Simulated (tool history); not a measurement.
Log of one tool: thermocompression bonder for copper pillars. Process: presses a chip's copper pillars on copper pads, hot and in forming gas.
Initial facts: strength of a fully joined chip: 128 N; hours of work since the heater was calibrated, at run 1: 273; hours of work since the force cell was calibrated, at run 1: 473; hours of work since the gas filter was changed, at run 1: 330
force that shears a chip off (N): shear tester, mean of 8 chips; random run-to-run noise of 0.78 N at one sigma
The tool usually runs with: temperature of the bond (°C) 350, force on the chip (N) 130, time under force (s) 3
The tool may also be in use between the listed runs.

run   hour  temperature of the bond (°C)  force on the chip (N)  time under force (s)  hours of work since the heater was calibrated  hours of work since the force cell was calibrated  hours of work since the gas filter was changed  force that shears a chip off (N)
  1    0.0                           350                    130                     3                                            273                                                473                                             330                              60.4
  2   16.6                           350                    147                     3                                            282                                                482                                             339                              67.7
  3   47.3                           350                    147                     3                                            299                                                499                                             356                              64.3
  4   79.7                           350                    147                     3                                            316                                                517                                             374                              66.4
      89.0  -- forming gas filter changed
  5  108.8                           350                    130                     3                                            332                                                532                                              11                              64.2
  6  127.8                           350                    130                     3                                            342                                                542                                              21                              64.9
  7  160.4                           350                    130                     3                                            360                                                560                                              39                              64.2
  8  192.0                           350                    130                     3                                            377                                                577                                              56                              66.2
  9  211.9                           350                    130                     3                                            388                                                588                                              67                              64.8
 10  232.0                           350                    135                     3                                            399                                                599                                              78                              64.4
 11  258.5                           350                    135                     3                                            413                                                613                                              92                              65.7
 12  278.2                           350                    135                     3                                            424                                                624                                             103                              65.2
 13  306.9                           350                    130                     3                                            440                                                640                                             118                              63.8
 14  325.4                           350                    130                     3                                            450                                                650                                             128                              62.7
 15  349.0                           350                    143                     3                                            462                                                663                                             141                              66.1
 16  369.4                           350                    143                     3                                            474                                                674                                             152                              68.1
 17  397.8                           350                    143                     3                                            489                                                689                                             168                              65.3
 18  436.0                           350                    143                     3                                            510                                                710                                             188                              66.2
 19  468.0                           350                    143                     3                                            527                                                727                                             206                              64.9
 20  501.5                           350                    130                     3                                            545                                                745                                             224                              59.6
 21  534.8                           327                    130                     3                                            563                                                764                                             242                              46.0
 22  565.5                           327                    130                     3                                            580                                                780                                             259                              44.8
 23  604.1                           350                    120                     3                                            601                                                801                                             280                              53.9
 24  641.1                           350                    120                     4                                            621                                                821                                             300                              59.7
 25  676.8                           339                    130                     3                                            641                                                841                                             319                              49.6
 26  713.1                           323                    130                     4                                            660                                                860                                             339                              45.6
 27  730.8                           323                    130                     4                                            670                                                870                                             349                              46.0
 28  761.3                           365                    130                     2                                            686                                                887                                             365                              56.8
 29  780.7                           376                    130                     7                                            697                                                897                                             376                              89.6
     787.3  -- forming gas filter changed
 30  799.5                           327                    146                     2                                            707                                                907                                               7                              45.7

What does the tool deliver on the next run?
 31  830.5                           327                    146                     2                                            724                                                924                                              23                                 ?

{"run 31": {"force that shears a chip off (N)": 44.4}}
Without the tool's hidden state the same run would have given force that shears a chip off (N) 51.5.
